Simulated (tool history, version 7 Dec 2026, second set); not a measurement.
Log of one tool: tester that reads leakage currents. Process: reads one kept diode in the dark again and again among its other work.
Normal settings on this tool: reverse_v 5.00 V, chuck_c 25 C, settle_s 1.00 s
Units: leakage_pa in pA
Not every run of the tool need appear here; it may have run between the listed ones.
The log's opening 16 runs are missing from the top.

Run 17, day 108.104: usual settings. Result: leakage_pa 51.13 pA.
Run 18, day 116.483: usual settings. Result: leakage_pa 50.44 pA.
Run 19, day 121.892: usual settings. Result: leakage_pa 50.38 pA.
Run 20, day 126.529: usual settings. Result: leakage_pa 50.13 pA.
Run 21, day 132.179: usual settings. Result: leakage_pa 49.66 pA.
Run 22, day 140.842: usual settings. Result: leakage_pa 49.07 pA.
Run 23, day 148.342: usual settings but reverse_v 3.83 V, settle_s 5.52 s. Result: leakage_pa 42.71 pA.
Run 24, day 152.704: usual settings but reverse_v 3.83 V, settle_s 5.52 s. Result: leakage_pa 42.60 pA.
At day 156.558: chuck's temperature calibrated.
Run 25, day 160.162: usual settings but reverse_v 3.65 V, chuck_c 34 C, settle_s 1.12 s. Result: leakage_pa 106.25 pA.
Run 26, day 164.938: usual settings but reverse_v 3.65 V, chuck_c 27 C, settle_s 1.12 s. Result: leakage_pa 60.33 pA.
Run 27, day 173.783: usual settings but reverse_v 3.65 V, chuck_c 27 C, settle_s 1.12 s. Result: leakage_pa 59.54 pA.
Run 28, day 179.467: usual settings but reverse_v 3.65 V, chuck_c 21 C, settle_s 1.12 s. Result: leakage_pa 36.74 pA.
At day 185.042: probe card cleaned and baked.
Run 29, day 185.417: usual settings but reverse_v 1.09 V, chuck_c 21 C, settle_s 1.12 s. Result: leakage_pa 22.37 pA.
Run 30, day 191.271: usual settings but reverse_v 1.07 V, settle_s 4.23 s. Result: leakage_pa 30.82 pA.
Run 31, day 200.621: usual settings but reverse_v 4.09 V, settle_s 9.71 s. Result: leakage_pa 49.05 pA.
Run 32, day 205.112: usual settings but reverse_v 1.36 V, chuck_c 41 C, settle_s 3.88 s. Result: leakage_pa 117.65 pA.
Run 33, day 210.654: usual settings but chuck_c 43 C, settle_s 0.52 s. Result: leakage_pa 222.67 pA.
Run 34, day 219.054: usual settings but reverse_v 2.20 V, chuck_c 47 C, settle_s 0.86 s. Result: leakage_pa 217.22 pA.
Run 35, day 225.575: usual settings but reverse_v 4.42 V, chuck_c 47 C, settle_s 0.86 s. Result: leakage_pa 279.10 pA.
Run 36, day 230.396: usual settings but reverse_v 7.49 V. Result: leakage_pa 62.59 pA.
Run 37, day 239.688: usual settings but reverse_v 4.48 V, chuck_c 54 C, settle_s 3.21 s. Result: leakage_pa 451.52 pA.
Run 38, day 243.896: usual settings but reverse_v 4.48 V, chuck_c 54 C, settle_s 3.21 s. Result: leakage_pa 451.23 pA.
Run 39, day 251.196: usual settings but reverse_v 4.48 V, chuck_c 54 C, settle_s 3.21 s. Result: leakage_pa 445.68 pA.

Branching from run 39: 5 alternative next runs. What would each branch give?
Run A, day 258.546: usual settings but reverse_v 3.09 V, chuck_c 26 C, settle_s 7.67 s. Result: leakage_pa ?.
Run B, day 258.546: usual settings but reverse_v 4.48 V, chuck_c 41 C, settle_s 3.17 s. Result: leakage_pa ?.
Run C, day 258.546: usual settings but reverse_v 1.47 V, chuck_c 21 C, settle_s 3.45 s. Result: leakage_pa ?.
Run D, day 258.546: usual settings but settle_s 0.46 s. Result: leakage_pa ?.
Run E, day 258.546: usual settings but reverse_v 1.93 V, settle_s 3.00 s. Result: leakage_pa ?.

run  leakage_pa
  A       45.44
  B      172.66
  C       22.57
  D       53.76
  E       35.09
Stripped of hidden state, with their random variation kept, the same runs would have yielded:
run  leakage_pa
  A       51.70
  B      195.73
  C       25.78
  D       60.46
  E       40.02
